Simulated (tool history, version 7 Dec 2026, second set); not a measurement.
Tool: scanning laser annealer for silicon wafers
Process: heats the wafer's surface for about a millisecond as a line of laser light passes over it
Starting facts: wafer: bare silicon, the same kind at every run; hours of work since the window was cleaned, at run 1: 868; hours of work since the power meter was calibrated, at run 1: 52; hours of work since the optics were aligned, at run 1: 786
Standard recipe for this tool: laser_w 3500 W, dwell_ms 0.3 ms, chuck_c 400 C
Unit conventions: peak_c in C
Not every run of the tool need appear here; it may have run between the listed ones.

run     day  laser_w  dwell_ms  chuck_c  hours of work since the window was cleaned  hours of work since the power meter was calibrated  hours of work since the optics were aligned  peak_c
  1       0     3500       0.3      400                                         868                                                  52                                          786    1102
  2   1.167     3500       0.3      400                                         882                                                  67                                          801    1103
  3   3.571     3500       0.3      400                                         912                                                  97                                          831    1105
  4       6     3500       0.3      405                                         943                                                 127                                          861    1109
      7.617  -- window over the wafer cleaned
  5   8.492     3500       0.3      405                                          11                                                 157                                          891    1123
  6   9.617     3500       0.3      400                                          25                                                 171                                          905    1118
  7  11.675     3500       0.3      400                                          51                                                 197                                          931    1113
  8  13.504     3500       0.3      400                                          74                                                 220                                          954    1115
  9  14.929     3500       0.3      400                                          92                                                 238                                          972    1111
 10  16.546     3500       0.3      400                                         112                                                 258                                          992    1113
 11  18.408     3500       0.3      421                                         135                                                 282                                         1016    1135
 12  20.846     3500       0.3      421                                         166                                                 312                                         1046    1133
 13  22.758     3500       0.3      400                                         190                                                 336                                         1070    1112
 14  24.812     3500       0.3      400                                         215                                                 362                                         1096    1114
 15  26.983     3500     0.317      400                                         243                                                 389                                         1123    1136
 16  29.046     3500     0.317      400                                         268                                                 415                                         1149    1134
 17  30.942     3500     0.317      400                                         292                                                 439                                         1173    1134
 18  32.071     3500     0.317      400                                         306                                                 453                                         1187    1131
 19  33.371     3500     0.317      400                                         323                                                 469                                         1203    1133
 20  35.396     3500     0.317      400                                         348                                                 494                                         1228    1130
 21  36.492     3500       0.3      400                                         362                                                 508                                         1242    1112
 22  38.454     3500     0.275      400                                         386                                                 533                                         1267    1077
 23  40.883     3688       0.3      417                                         417                                                 563                                         1297    1163
 24  43.325     3706       0.3      429                                         447                                                 594                                         1328    1181
 25  45.696     3706       0.3      429                                         477                                                 623                                         1357    1180
 26  48.079     3706       0.3      429                                         507                                                 653                                         1387    1180
 27  49.742     3706       0.3      429                                         528                                                 674                                         1408    1181
 28  50.967     3706     0.339      371                                         543                                                 689                                         1423    1177
 29  52.404     3058     0.315      400                                         561                                                 707                                         1441    1033
 30  54.612     2976      0.31      421                                         589                                                 735                                         1469    1029
 31  55.958     3432      0.23      377                                         606                                                 752                                         1486     970
 32  57.742     3432      0.23      377                                         628                                                 774                                         1508     973
 33  59.404     3432     0.339      400                                         649                                                 795                                         1529    1141
 34  61.312     3183       0.3      400                                         673                                                 819                                         1553    1043
 35  63.754     3500     0.305      427                                         703                                                 849                                         1584    1138
 36  64.792     3500     0.305      427                                         716                                                 863                                         1597    1137
 37  66.908     3500     0.305      427                                         743                                                 889                                         1623    1137
 38  69.017     3500     0.305      427                                         769                                                 915                                         1650    1136
 39  71.017     3061     0.342      427                                         794                                                 940                                         1675    1089
 40  72.275     3061     0.342      427                                         810                                                 956                                         1690    1088
 41  73.933     3061     0.342      427                                         831                                                 977                                         1711    1088
 42  76.008     3026     0.274      393                                         857                                                1003                                         1737     968

For each entry between runs, how does the tool's hidden state at the last listed run before it compare with that at the first listed run after it?
Runs 4 to 5: window over the wafer cleaned (day 7.617)
  light that passes the window, % of a clean one's: 98 -> 99.9; laser's true power over the reading, %: 0.1 -> 0.11; width of the line over the set one, %: 1.36 -> 1.4
  the result without the hidden state subtracted from the measured one, peak_c: -18 -> -5 C
